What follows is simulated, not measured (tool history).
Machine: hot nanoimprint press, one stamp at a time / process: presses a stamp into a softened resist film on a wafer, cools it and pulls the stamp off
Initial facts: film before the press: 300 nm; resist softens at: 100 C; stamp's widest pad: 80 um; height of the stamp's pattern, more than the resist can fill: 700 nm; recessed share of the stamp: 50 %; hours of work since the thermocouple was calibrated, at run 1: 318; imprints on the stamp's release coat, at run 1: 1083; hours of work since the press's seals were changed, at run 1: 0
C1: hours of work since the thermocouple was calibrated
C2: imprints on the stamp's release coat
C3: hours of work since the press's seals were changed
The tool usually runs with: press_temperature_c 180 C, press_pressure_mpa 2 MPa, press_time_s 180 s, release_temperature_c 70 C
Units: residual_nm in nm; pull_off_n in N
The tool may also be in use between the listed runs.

Run 1, hour 0: usual settings; C1 318; C2 1083; C3 0. Result: residual_nm 132.1 nm, pull_off_n 146 N.
Run 2, hour 52.9: usual settings but press_time_s 99 s; C1 341; C2 1241; C3 23. Result: residual_nm 162.6 nm, pull_off_n 142 N.
Run 3, hour 111.8: usual settings; C1 366; C2 1417; C3 48. Result: residual_nm 133.4 nm, pull_off_n 149 N.
At hour 169.7: stamp cleaned and given a new release coat.
At hour 176.1: plate thermocouple calibrated.
Run 4, hour 178.2: usual settings; C1 1; C2 16; C3 72. Result: residual_nm 136.8 nm, pull_off_n 135 N.
Run 5, hour 232.7: usual settings; C1 24; C2 179; C3 96. Result: residual_nm 136.6 nm, pull_off_n 133 N.
Run 6, hour 284.5: usual settings; C1 46; C2 334; C3 118. Result: residual_nm 138.3 nm, pull_off_n 134 N.
At hour 332.9: plate thermocouple calibrated, once more.
Run 7, hour 344.9: usual settings but release_temperature_c 58 C; C1 5; C2 506; C3 142. Result: residual_nm 126.7 nm, pull_off_n 144 N.
Run 8, hour 418.1: usual settings but release_temperature_c 58 C; C1 36; C2 726; C3 174. Result: residual_nm 127.2 nm, pull_off_n 152 N.
Run 9, hour 481.6: usual settings; C1 64; C2 916; C3 201. Result: residual_nm 127.8 nm, pull_off_n 143 N.
Run 10, hour 547.7: usual settings but press_time_s 182 s; C1 92; C2 1114; C3 229. Result: residual_nm 127.1 nm, pull_off_n 143 N.
Run 11, hour 624.5: usual settings; C1 125; C2 1344; C3 262. Result: residual_nm 129.3 nm, pull_off_n 143 N.
Run 12, hour 683.2: usual settings; C1 150; C2 1520; C3 287. Result: residual_nm 129.6 nm, pull_off_n 152 N.
At hour 704: stamp cleaned and given a new release coat.
Run 13, hour 727.1: usual settings; C1 166; C2 69; C3 303. Result: residual_nm 129.5 nm, pull_off_n 139 N.
Run 14, hour 788: usual settings; C1 192; C2 251; C3 329. Result: residual_nm 129.1 nm, pull_off_n 131 N.
Run 15, hour 854.1: usual settings; C1 220; C2 449; C3 357. Result: residual_nm 131.9 nm, pull_off_n 139 N.
Run 16, hour 892.3: usual settings but press_temperature_c 185 C; C1 236; C2 564; C3 374. Result: residual_nm 105.2 nm, pull_off_n 143 N.
Run 17, hour 925.4: usual settings but press_time_s 133 s; C1 251; C2 663; C3 388. Result: residual_nm 147.2 nm, pull_off_n 142 N.
Run 18, hour 997.1: usual settings but press_time_s 133 s; C1 281; C2 877; C3 418. Result: residual_nm 148.8 nm, pull_off_n 145 N.
Run 19, hour 1035.2: usual settings but press_pressure_mpa 1.49 MPa; C1 298; C2 992; C3 435. Result: residual_nm 150 nm, pull_off_n 143 N.
Run 20, hour 1095.9: usual settings but press_temperature_c 183 C, press_pressure_mpa 1.69 MPa, press_time_s 118 s, release_temperature_c 60 C; C1 323; C2 1173; C3 461. Result: residual_nm 147.2 nm, pull_off_n 151 N.
Run 21, hour 1168.8: usual settings but press_temperature_c 183 C, press_pressure_mpa 1.69 MPa, press_time_s 118 s, release_temperature_c 60 C; C1 355; C2 1392; C3 492. Result: residual_nm 147.4 nm, pull_off_n 158 N.
At hour 1231.3: stamp cleaned and given a new release coat.
Run 22, hour 1237.2: usual settings but press_pressure_mpa 1.53 MPa, press_time_s 95 s; C1 381; C2 18; C3 518. Result: residual_nm 183.4 nm, pull_off_n 132 N.
At hour 1258.5: plate thermocouple calibrated.
At hour 1315.7: press's hydraulic seals changed and the load cell set to zero.
Run 23, hour 1320.5: usual settings but press_pressure_mpa 2.5 MPa, press_time_s 277 s; C1 23; C2 234; C3 2. Result: residual_nm 96 nm, pull_off_n 131 N.
Run 24, hour 1355.3: usual settings but release_temperature_c 62 C; C1 38; C2 338; C3 17. Result: residual_nm 126.3 nm, pull_off_n 138 N.
Run 25, hour 1422.6: usual settings but release_temperature_c 62 C; C1 67; C2 540; C3 46. Result: residual_nm 128 nm, pull_off_n 142 N.
Run 26, hour 1466.7: usual settings but press_temperature_c 176 C, press_pressure_mpa 2.11 MPa; C1 86; C2 672; C3 65. Result: residual_nm 148.3 nm, pull_off_n 136 N.
Run 27, hour 1534.1: usual settings but press_temperature_c 190 C, press_pressure_mpa 2.11 MPa, release_temperature_c 77 C; C1 114; C2 873; C3 93. Result: residual_nm 81.1 nm, pull_off_n 135 N.
Run 28, hour 1575.3: usual settings but press_temperature_c 190 C, press_pressure_mpa 2.11 MPa, release_temperature_c 77 C; C1 132; C2 997; C3 111. Result: residual_nm 80.3 nm, pull_off_n 139 N.
Run 29, hour 1608.3: usual settings but press_temperature_c 184 C, press_time_s 328 s, release_temperature_c 75 C; C1 146; C2 1096; C3 125. Result: residual_nm 85.5 nm, pull_off_n 143 N.

Alternative continuations, all from the tool just after run 29; predict every row:
Run A, hour 1640.7: usual settings but press_time_s 328 s, release_temperature_c 75 C; C1 160; C2 1193; C3 139. Result: residual_nm ?, pull_off_n ?.
Run B, hour 1640.7: usual settings but press_temperature_c 181 C, press_time_s 328 s, release_temperature_c 73 C; C1 160; C2 1193; C3 139. Result: residual_nm ?, pull_off_n ?.
Run C, hour 1640.7: usual settings but press_temperature_c 175 C, press_pressure_mpa 2.06 MPa; C1 160; C2 1193; C3 139. Result: residual_nm ?, pull_off_n ?.
Run D, hour 1640.7: usual settings but press_temperature_c 184 C, press_pressure_mpa 2.13 MPa, press_time_s 349 s; C1 160; C2 1193; C3 139. Result: residual_nm ?, pull_off_n ?.

run  residual_nm  pull_off_n
  A        100.2         141
  B         95.8         143
  C        158.4         147
  D         80.2         148
The same runs, with their run-to-run variation unchanged, on a tool lacking any hidden condition would have given:
run  residual_nm  pull_off_n
  A         97.7         128
  B         93.4         130
  C        154.9         134
  D         78.3         135
